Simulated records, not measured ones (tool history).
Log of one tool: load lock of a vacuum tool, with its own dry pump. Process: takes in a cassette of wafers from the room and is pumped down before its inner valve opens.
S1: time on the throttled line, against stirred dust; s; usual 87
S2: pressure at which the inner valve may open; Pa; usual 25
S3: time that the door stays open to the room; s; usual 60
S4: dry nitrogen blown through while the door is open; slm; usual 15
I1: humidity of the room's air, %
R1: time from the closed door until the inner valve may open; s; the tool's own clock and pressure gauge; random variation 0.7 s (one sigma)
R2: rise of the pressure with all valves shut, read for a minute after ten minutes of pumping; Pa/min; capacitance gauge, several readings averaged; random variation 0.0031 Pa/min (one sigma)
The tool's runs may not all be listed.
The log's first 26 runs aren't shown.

run 27 hour=3769.5 | S1=84 S2=35 S3=147 S4=13 | I1=46.2 | R1=138.3 R2=0.139
run 28 hour=3929.3 | S1=87 S2=25 S3=197 S4=24 | I1=47.9 | R1=144.4 R2=0.148
run 29 hour=4112.7 | S1=87 S2=25 S3=197 S4=24 | I1=44.7 | R1=144.8 R2=0.136
run 30 hour=4262.8 | S1=50 S2=39 S3=53 S4=12 | I1=44.7 | R1=113.9 R2=0.086
run 31 hour=4413.8 | S1=115 S2=39 S3=53 S4=10 | I1=48.2 | R1=160.3 R2=0.09
run 32 hour=4543.7 | S1=115 S2=39 S3=53 S4=10 | I1=48 | R1=162.4 R2=0.093
run 33 hour=4671.5 | S1=115 S2=39 S3=134 S4=11 | I1=46.2 | R1=162.4 R2=0.145
run 34 hour=4880 | S1=115 S2=39 S3=134 S4=11 | I1=44.8 | R1=162.2 R2=0.143
run 35 hour=5046.8 | S1=115 S2=39 S3=134 S4=11 | I1=45.5 | R1=163 R2=0.143
run 36 hour=5180.3 | S1=115 S2=39 S3=134 S4=11 | I1=46.3 | R1=162.4 R2=0.14

Forecast each of these 4 alternatives for the next run:
run A hour=5340.3 | S1=44 S2=23 S3=134 S4=33 | I1=41.9 | R1=? R2=?
run B hour=5340.3 | S1=115 S2=39 S3=27 S4=23 | I1=46.7 | R1=? R2=?
run C hour=5340.3 | S1=64 S2=25 S3=40 S4=13 | I1=41.7 | R1=? R2=?
run D hour=5340.3 | S1=87 S2=25 S3=84 S4=11 | I1=44.6 | R1=? R2=?

run=A R1=116.2 R2=0.104
run=B R1=161.9 R2=0.068
run=C R1=129.5 R2=0.083
run=D R1=145.9 R2=0.113
Without the tool's hidden state the same runs would have given:
run=A R1=110.8 R2=0.069
run=B R1=158.3 R2=0.033
run=C R1=124.6 R2=0.048
run=D R1=141.3 R2=0.078
